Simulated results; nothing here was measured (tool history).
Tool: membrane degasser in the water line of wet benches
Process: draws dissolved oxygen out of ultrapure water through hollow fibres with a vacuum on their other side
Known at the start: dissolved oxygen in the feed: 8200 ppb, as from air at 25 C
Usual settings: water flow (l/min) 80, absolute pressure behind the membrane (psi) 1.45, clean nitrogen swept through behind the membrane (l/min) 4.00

run,hour,water flow (l/min),absolute pressure behind the membrane (psi),clean nitrogen swept through behind the membrane (l/min),dissolved oxygen in the water behind the degasser (ppb),pressure that the water loses in the fibres (psi)
1,0.0,80,1.45,4.00,311.6,6.000
2,142.5,80,1.45,3.05,394.7,5.976
3,297.6,80,1.45,4.00,316.2,6.021
4,508.4,80,1.45,4.00,309.4,6.035
5,666.4,80,1.45,4.00,315.4,6.010
6,789.1,80,3.26,4.00,804.7,5.973
7,1010.6,58,2.70,4.00,491.2,4.382
8,1152.4,80,1.93,4.00,449.4,5.984
9,1294.6,80,0.93,6.30,113.4,6.010
10,1435.6,80,0.93,6.30,113.6,5.989
11,1540.8,80,0.93,6.30,115.1,5.973

3 ways to go on from here, each from the tool as it stands after run 11. What would each give?
A,1683.6,94,0.93,3.37,?,?
B,1683.6,125,1.45,4.00,?,?
C,1683.6,99,1.19,1.68,?,?

run,dissolved oxygen in the water behind the degasser (ppb),pressure that the water loses in the fibres (psi)
A,218.1,7.053
B,476.0,9.361
C,544.6,7.372
Without the tool's hidden state the same runs would have given:
run,dissolved oxygen in the water behind the degasser (ppb),pressure that the water loses in the fibres (psi)
A,217.8,7.098
B,475.7,9.422
C,544.3,7.420
